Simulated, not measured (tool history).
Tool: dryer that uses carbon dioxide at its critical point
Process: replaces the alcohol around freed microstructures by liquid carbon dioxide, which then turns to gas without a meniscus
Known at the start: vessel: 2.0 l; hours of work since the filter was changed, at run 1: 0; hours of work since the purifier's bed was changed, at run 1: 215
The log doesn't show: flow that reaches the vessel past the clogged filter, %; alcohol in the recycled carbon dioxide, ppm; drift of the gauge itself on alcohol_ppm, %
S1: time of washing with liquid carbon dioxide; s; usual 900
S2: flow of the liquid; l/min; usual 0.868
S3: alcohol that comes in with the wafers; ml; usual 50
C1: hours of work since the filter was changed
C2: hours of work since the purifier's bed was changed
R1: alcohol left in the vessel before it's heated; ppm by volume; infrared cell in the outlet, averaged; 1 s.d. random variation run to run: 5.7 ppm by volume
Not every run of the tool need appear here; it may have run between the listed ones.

run 1 day=0 | S1=900 S2=0.868 S3=50 | C1=0 C2=215 | R1=185
run 2 day=1.188 | S1=900 S2=0.868 S3=50 | C1=23 C2=237 | R1=194
run 3 day=2.329 | S1=900 S2=0.868 S3=50 | C1=44 C2=259 | R1=210
run 4 day=3.496 | S1=900 S2=0.868 S3=50 | C1=67 C2=281 | R1=208
run 5 day=4.4 | S1=900 S2=0.868 S3=50 | C1=84 C2=298 | R1=223
run 6 day=5.667 | S1=900 S2=0.868 S3=50 | C1=108 C2=323 | R1=228
run 7 day=6.821 | S1=900 S2=0.868 S3=50 | C1=130 C2=345 | R1=247
run 8 day=7.804 | S1=900 S2=0.868 S3=50 | C1=149 C2=363 | R1=252
run 9 day=8.346 | S1=900 S2=0.868 S3=50 | C1=159 C2=374 | R1=245
run 10 day=9.092 | S1=600 S2=0.868 S3=50 | C1=173 C2=388 | R1=1125
run 11 day=9.875 | S1=900 S2=0.898 S3=50 | C1=188 C2=403 | R1=230
run 12 day=11.025 | S1=900 S2=0.879 S3=76 | C1=210 C2=425 | R1=371
run 13 day=11.75 | S1=900 S2=0.879 S3=76 | C1=224 C2=438 | R1=397
run 14 day=12.308 | S1=900 S2=0.879 S3=76 | C1=235 C2=449 | R1=390
run 15 day=13.062 | S1=900 S2=0.879 S3=76 | C1=249 C2=464 | R1=401
run 16 day=13.875 | S1=1320 S2=0.975 S3=94 | C1=264 C2=479 | R1=58
-- day=14.2 inlet filter changed
run 17 day=14.958 | S1=960 S2=0.552 S3=109 | C1=14 C2=499 | R1=1874
run 18 day=15.783 | S1=1080 S2=1.382 S3=27 | C1=30 C2=515 | R1=32
run 19 day=16.917 | S1=780 S2=0.893 S3=41 | C1=52 C2=536 | R1=293
run 20 day=17.954 | S1=900 S2=0.603 S3=108 | C1=72 C2=556 | R1=1826
run 21 day=19.175 | S1=960 S2=0.558 S3=108 | C1=95 C2=579 | R1=1944

Alternative continuations, all from the tool just after run 21; predict every row:
run A day=19.792 | S1=1380 S2=0.558 S3=38 | C1=107 C2=591 | R1=?
run B day=19.792 | S1=1320 S2=0.558 S3=36 | C1=107 C2=591 | R1=?
run C day=19.792 | S1=780 S2=1.434 S3=108 | C1=107 C2=591 | R1=?
run D day=19.792 | S1=600 S2=0.983 S3=43 | C1=107 C2=591 | R1=?
run E day=19.792 | S1=1260 S2=0.868 S3=50 | C1=107 C2=591 | R1=?

run=A R1=201
run=B R1=227
run=C R1=101
run=D R1=614
run=E R1=77
With the hidden condition removed and each run's random variation left untouched, the same runs would have given:
run=A R1=137
run=B R1=159
run=C R1=51
run=D R1=499
run=E R1=33
